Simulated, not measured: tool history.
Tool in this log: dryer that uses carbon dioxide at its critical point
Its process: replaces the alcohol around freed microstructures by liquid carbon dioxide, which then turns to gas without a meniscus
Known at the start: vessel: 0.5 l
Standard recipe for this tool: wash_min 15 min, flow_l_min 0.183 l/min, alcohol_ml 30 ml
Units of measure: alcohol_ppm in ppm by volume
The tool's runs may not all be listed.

{"run": 1, "hour": 0.0, "wash_min": 15, "flow_l_min": 0.183, "alcohol_ml": 30, "alcohol_ppm": 554}
{"run": 2, "hour": 11.5, "wash_min": 15, "flow_l_min": 0.183, "alcohol_ml": 30, "alcohol_ppm": 556}
{"run": 3, "hour": 29.9, "wash_min": 15, "flow_l_min": 0.183, "alcohol_ml": 30, "alcohol_ppm": 585}
{"run": 4, "hour": 44.1, "wash_min": 15, "flow_l_min": 0.137, "alcohol_ml": 30, "alcohol_ppm": 1989}
{"run": 5, "hour": 57.1, "wash_min": 15, "flow_l_min": 0.137, "alcohol_ml": 30, "alcohol_ppm": 1962}
{"run": 6, "hour": 74.0, "wash_min": 15, "flow_l_min": 0.137, "alcohol_ml": 30, "alcohol_ppm": 1987}
{"run": 7, "hour": 89.7, "wash_min": 15, "flow_l_min": 0.137, "alcohol_ml": 30, "alcohol_ppm": 2043}
{"run": 8, "hour": 100.9, "wash_min": 15, "flow_l_min": 0.137, "alcohol_ml": 30, "alcohol_ppm": 2003}
{"run": 9, "hour": 118.6, "wash_min": 15, "flow_l_min": 0.137, "alcohol_ml": 30, "alcohol_ppm": 2072}
{"run": 10, "hour": 135.1, "wash_min": 18, "flow_l_min": 0.233, "alcohol_ml": 22, "alcohol_ppm": 68}
{"run": 11, "hour": 146.7, "wash_min": 17, "flow_l_min": 0.157, "alcohol_ml": 22, "alcohol_ppm": 562}
{"run": 12, "hour": 168.3, "wash_min": 10, "flow_l_min": 0.154, "alcohol_ml": 47, "alcohol_ppm": 7261}
{"run": 13, "hour": 187.0, "wash_min": 18, "flow_l_min": 0.301, "alcohol_ml": 102, "alcohol_ppm": 53}
{"run": 14, "hour": 207.6, "wash_min": 21, "flow_l_min": 0.223, "alcohol_ml": 45, "alcohol_ppm": 64}
{"run": 15, "hour": 221.2, "wash_min": 21, "flow_l_min": 0.223, "alcohol_ml": 45, "alcohol_ppm": 67}

Run 16, settings as shown, results not yet in. Your forecast:
{"run": 16, "hour": 242.0, "wash_min": 22, "flow_l_min": 0.226, "alcohol_ml": 24, "alcohol_ppm": "?"}

{"run 16": {"alcohol_ppm": 49}}
Were there no unlogged condition in the tool, this run, its random variation unchanged, would have produced alcohol_ppm 11 ppm by volume.
